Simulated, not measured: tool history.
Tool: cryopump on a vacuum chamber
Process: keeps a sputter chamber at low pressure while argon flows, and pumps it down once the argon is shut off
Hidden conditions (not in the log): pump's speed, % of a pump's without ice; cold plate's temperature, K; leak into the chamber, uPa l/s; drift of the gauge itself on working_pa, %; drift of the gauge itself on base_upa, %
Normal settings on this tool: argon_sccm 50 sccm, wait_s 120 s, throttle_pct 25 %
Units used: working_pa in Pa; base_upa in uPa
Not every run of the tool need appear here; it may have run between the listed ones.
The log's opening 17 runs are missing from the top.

run   hour  argon_sccm  wait_s  throttle_pct  hours of work since the pump was warmed up and emptied  hours of work since the cold head was overhauled  hours of work since the chamber's fittings were tightened  working_pa  base_upa
 18  161.7          27     120            21                                                     236                                               236                                                        441      0.1065      0.68
 19  169.6          44      70            21                                                     240                                               240                                                        446      0.1708      0.96
 20  177.5          25     120            54                                                     245                                               245                                                        451      0.0397      0.69
 21    190          25     120            49                                                     253                                               253                                                        458      0.0439      0.65
 22  200.6          25      37            49                                                     259                                               259                                                        464      0.0436      1.58
 23  207.6          25      37            49                                                     263                                               263                                                        469       0.044      1.63
 24  220.3          25      27            49                                                     271                                               271                                                        476      0.0444      2.05
 25  232.8          46     226            25                                                     278                                               278                                                        484      0.1539      0.53
 26  240.2          94     157            25                                                     283                                               283                                                        488      0.3106       0.6
 27  252.4          94     157            25                                                     290                                               290                                                        496      0.3129      0.64
 28  258.7          94     142            16                                                     294                                               294                                                        500      0.4799      0.64
 29  267.8          39     203            59                                                     300                                               300                                                        505      0.0611      0.57
 30  282.6          39     203            59                                                     308                                               308                                                        514        0.06      0.56
 31  292.2          39     203            59                                                     314                                               314                                                        520      0.0593      0.58
 32  305.6          50      29            25                                                     322                                               322                                                        528      0.1681      2.05
 33  319.3          29     118            46                                                     331                                               331                                                        536      0.0553      0.76
 34  330.4          29     118            46                                                     337                                               337                                                        543      0.0553       0.8

Here are 4 independent what-if runs from the current tool condition. What would each one return?
  A  337.2          36     228            49                                                     341                                               341                                                        547           ?         ?
  B  337.2          50     250            25                                                     341                                               341                                                        547           ?         ?
  C  337.2          50      24            21                                                     341                                               341                                                        547           ?         ?
  D  337.2          77     112            23                                                     341                                               341                                                        547           ?         ?

run  working_pa  base_upa
  A      0.0653      0.54
  B      0.1689      0.56
  C      0.1984      2.47
  D      0.2809      0.77
With no hidden state in the tool, these same runs would have given:
run  working_pa  base_upa
  A      0.0582      0.33
  B      0.1591      0.35
  C      0.1885      2.26
  D      0.2657      0.57

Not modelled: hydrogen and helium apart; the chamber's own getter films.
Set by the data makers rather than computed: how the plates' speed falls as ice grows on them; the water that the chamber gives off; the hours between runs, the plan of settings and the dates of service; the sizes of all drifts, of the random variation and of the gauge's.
